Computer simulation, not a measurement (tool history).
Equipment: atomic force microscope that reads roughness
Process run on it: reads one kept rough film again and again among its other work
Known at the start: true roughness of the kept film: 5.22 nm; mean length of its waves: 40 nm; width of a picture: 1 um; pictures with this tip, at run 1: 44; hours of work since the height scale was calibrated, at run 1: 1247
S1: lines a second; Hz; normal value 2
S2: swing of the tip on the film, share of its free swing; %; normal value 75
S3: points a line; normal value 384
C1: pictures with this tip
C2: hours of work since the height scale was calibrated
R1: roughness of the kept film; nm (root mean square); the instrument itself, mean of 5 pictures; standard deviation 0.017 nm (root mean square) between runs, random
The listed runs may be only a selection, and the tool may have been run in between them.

run 1 hour=0 | S1=2 S2=75 S3=384 | C1=44 C2=1247 | R1=4.047
run 2 hour=57.7 | S1=2 S2=75 S3=384 | C1=106 C2=1282 | R1=3.887
-- hour=91.8 height scale calibrated on a step standard
run 3 hour=92.3 | S1=2 S2=75 S3=384 | C1=142 C2=0 | R1=3.697
run 4 hour=152.8 | S1=2 S2=75 S3=384 | C1=207 C2=36 | R1=3.579
run 5 hour=193 | S1=2 S2=75 S3=954 | C1=250 C2=60 | R1=3.493
run 6 hour=227.4 | S1=2 S2=75 S3=954 | C1=286 C2=80 | R1=3.427
run 7 hour=256.8 | S1=2 S2=75 S3=954 | C1=318 C2=98 | R1=3.365
-- hour=281.5 new tip fitted
run 8 hour=313.9 | S1=2 S2=75 S3=384 | C1=34 C2=131 | R1=3.948
run 9 hour=364.5 | S1=2 S2=75 S3=384 | C1=88 C2=161 | R1=3.866
run 10 hour=410.4 | S1=2 S2=75 S3=652 | C1=137 C2=188 | R1=3.751
run 11 hour=470.6 | S1=2 S2=75 S3=652 | C1=202 C2=224 | R1=3.615
run 12 hour=530.8 | S1=2 S2=75 S3=652 | C1=266 C2=259 | R1=3.477
run 13 hour=580.1 | S1=2 S2=75 S3=569 | C1=319 C2=289 | R1=3.401
-- hour=605.7 new tip fitted
run 14 hour=615.8 | S1=2 S2=75 S3=569 | C1=11 C2=309 | R1=4.138
run 15 hour=651.4 | S1=2 S2=75 S3=297 | C1=49 C2=330 | R1=4.014
run 16 hour=700.6 | S1=2 S2=75 S3=297 | C1=102 C2=360 | R1=3.845
run 17 hour=754.4 | S1=2 S2=75 S3=384 | C1=159 C2=391 | R1=3.738
run 18 hour=818 | S1=2 S2=75 S3=857 | C1=227 C2=429 | R1=3.598
run 19 hour=880.9 | S1=2 S2=75 S3=857 | C1=295 C2=466 | R1=3.457
run 20 hour=924.9 | S1=2 S2=64 S3=554 | C1=342 C2=492 | R1=3.61
-- hour=928.9 new tip fitted
run 21 hour=983.5 | S1=2 S2=64 S3=554 | C1=59 C2=527 | R1=4.283
run 22 hour=1021 | S1=0.83 S2=89 S3=384 | C1=99 C2=549 | R1=4.008
run 23 hour=1047.9 | S1=2.08 S2=75 S3=260 | C1=128 C2=565 | R1=3.807
run 24 hour=1075.2 | S1=2.08 S2=75 S3=260 | C1=157 C2=581 | R1=3.711
run 25 hour=1102 | S1=1.84 S2=87 S3=974 | C1=185 C2=597 | R1=3.383
run 26 hour=1154.1 | S1=1.08 S2=75 S3=307 | C1=241 C2=628 | R1=3.825
run 27 hour=1202.7 | S1=2.31 S2=82 S3=980 | C1=293 C2=656 | R1=3.193
run 28 hour=1246.5 | S1=2.69 S2=67 S3=384 | C1=340 C2=682 | R1=3.437
-- hour=1252.8 new tip fitted
run 29 hour=1294 | S1=2.69 S2=67 S3=384 | C1=44 C2=710 | R1=4.128
run 30 hour=1337.8 | S1=2.6 S2=75 S3=384 | C1=91 C2=736 | R1=3.758
run 31 hour=1388.1 | S1=2.6 S2=75 S3=384 | C1=144 C2=766 | R1=3.623
run 32 hour=1428.9 | S1=2.23 S2=77 S3=258 | C1=188 C2=790 | R1=3.548
run 33 hour=1465 | S1=0.7 S2=75 S3=305 | C1=227 C2=811 | R1=3.974
run 34 hour=1503.7 | S1=2 S2=90 S3=893 | C1=268 C2=834 | R1=3.078
run 35 hour=1568.1 | S1=2 S2=61 S3=384 | C1=337 C2=872 | R1=3.692
-- hour=1574.2 new tip fitted
run 36 hour=1617.8 | S1=2 S2=67 S3=357 | C1=46 C2=901 | R1=4.24

4 options for the next run, each taken on its own from the tool as it stands now. Forecast them:
run A hour=1674.4 | S1=0.71 S2=59 S3=735 | C1=107 C2=935 | R1=?
run B hour=1674.4 | S1=2.18 S2=64 S3=384 | C1=107 C2=935 | R1=?
run C hour=1674.4 | S1=0.66 S2=56 S3=384 | C1=107 C2=935 | R1=?
run D hour=1674.4 | S1=2 S2=75 S3=311 | C1=107 C2=935 | R1=?

run=A R1=4.426
run=B R1=4.148
run=C R1=4.43
run=D R1=3.881
Take away the tool's hidden state, keep each run's random variation, and the runs would have read:
run=A R1=4.673
run=B R1=4.38
run=C R1=4.677
run=D R1=4.098
